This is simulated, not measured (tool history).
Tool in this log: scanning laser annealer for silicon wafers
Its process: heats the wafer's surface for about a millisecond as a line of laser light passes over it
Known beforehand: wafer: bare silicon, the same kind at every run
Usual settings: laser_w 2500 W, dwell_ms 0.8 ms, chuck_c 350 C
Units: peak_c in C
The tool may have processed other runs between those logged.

run,hour,laser_w,dwell_ms,chuck_c,peak_c
1,0,2500,0.8,350,1113
2,6.7,2240,0.8,350,1040
3,16.1,2500,0.918,350,1179
4,21.4,2500,0.8,350,1113
5,28.5,2500,0.563,350,975
6,35.5,2500,0.563,350,972
7,45.1,2500,0.563,350,973
8,51.8,2500,0.563,350,972
9,58.9,2500,0.8,350,1114
10,63.1,2500,0.8,368,1132
11,68.5,2500,0.8,336,1099
12,75.5,2500,0.9,336,1152
13,81.8,2500,0.9,336,1153
14,91,2500,0.9,336,1153
15,99.9,2500,0.8,350,1114
16,107.7,2500,0.8,350,1112
17,116.7,2500,0.8,345,1107
18,124,2500,0.8,345,1108
19,133.6,2227,0.919,350,1091
# hour 137.2: laser's power meter calibrated
20,145.2,2227,0.919,350,1093
21,151,2417,0.867,328,1101
22,155.4,2750,0.732,371,1163
23,160.5,2243,0.679,341,967
24,165,2731,0.8,385,1213
25,173,2309,0.853,382,1116
26,181.1,2622,0.998,331,1235
27,190.8,2622,0.998,331,1235
# hour 196.7: laser's power meter calibrated, once more
28,203.6,2622,0.998,331,1234
29,208.9,2577,0.617,385,1058
30,218.7,2577,0.617,385,1060
31,228.1,2674,0.983,385,1296
32,237.1,2191,0.854,350,1048
33,245,2191,0.854,350,1048
34,253.1,2713,0.999,357,1290
35,260.3,2147,0.98,322,1065

Each row is a separate what-if for the run after 35, all from the same tool condition, not one after another. Results?
A,270,2320,0.926,322,?
B,270,2186,0.98,371,?
C,270,2517,0.98,355,?
D,270,2147,0.722,335,?

run,peak_c
A,1092
B,1126
C,1215
D,957
Had the tool no hidden state, the same runs would have come out as:
run,peak_c
A,1122
B,1155
C,1248
D,981
